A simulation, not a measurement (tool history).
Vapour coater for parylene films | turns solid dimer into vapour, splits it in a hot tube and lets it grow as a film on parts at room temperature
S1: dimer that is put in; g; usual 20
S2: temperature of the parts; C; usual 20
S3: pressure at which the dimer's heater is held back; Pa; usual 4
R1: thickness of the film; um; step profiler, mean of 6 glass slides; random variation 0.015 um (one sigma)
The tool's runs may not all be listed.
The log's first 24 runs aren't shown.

run,hour,S1,S2,S3,R1
25,694.3,20,20,5.85,3.4
26,721.8,8,20,2.51,1.55
27,740.6,20,16,6.28,4.07
28,774.3,20,15,9.49,4.07
29,795.5,27,31,2.7,3.02
30,829.4,27,27,3.99,3.5
31,846.8,19,13,4,4.75
32,877.1,11,20,4,1.98
33,914.2,13,31,4,1.39
34,946.2,13,31,4,1.37
35,968.2,13,31,4,1.38
36,999,33,20,2.88,6.17
37,1030.6,20,20,4.9,3.47
38,1050.6,30,17,3.8,6.2
39,1077.8,30,17,3.8,6.25
40,1110.6,34,21,3.83,5.83
41,1140.6,34,23,2.77,5.55
42,1161.2,34,23,2.77,5.57
43,1178.7,34,23,2.77,5.55
# hour 1192: trap's valve overhauled
44,1199.6,34,23,2.77,5.52
45,1227.8,12,23,8.17,1.7
46,1258.3,14,19,2.28,2.86
47,1294.1,23,19,2.01,4.79

4 ways to go on from here, each from the tool as it stands after run 47. What would each give?
A,1328.8,34,19,8.76,?
B,1328.8,35,19,2.01,?
C,1328.8,20,14,4,?
D,1328.8,24,20,4,?

run,R1
A,5.75
B,7.25
C,4.76
D,4.29
Without the tool's hidden state the same runs would have given:
run,R1
A,5.74
B,7.23
C,4.75
D,4.28

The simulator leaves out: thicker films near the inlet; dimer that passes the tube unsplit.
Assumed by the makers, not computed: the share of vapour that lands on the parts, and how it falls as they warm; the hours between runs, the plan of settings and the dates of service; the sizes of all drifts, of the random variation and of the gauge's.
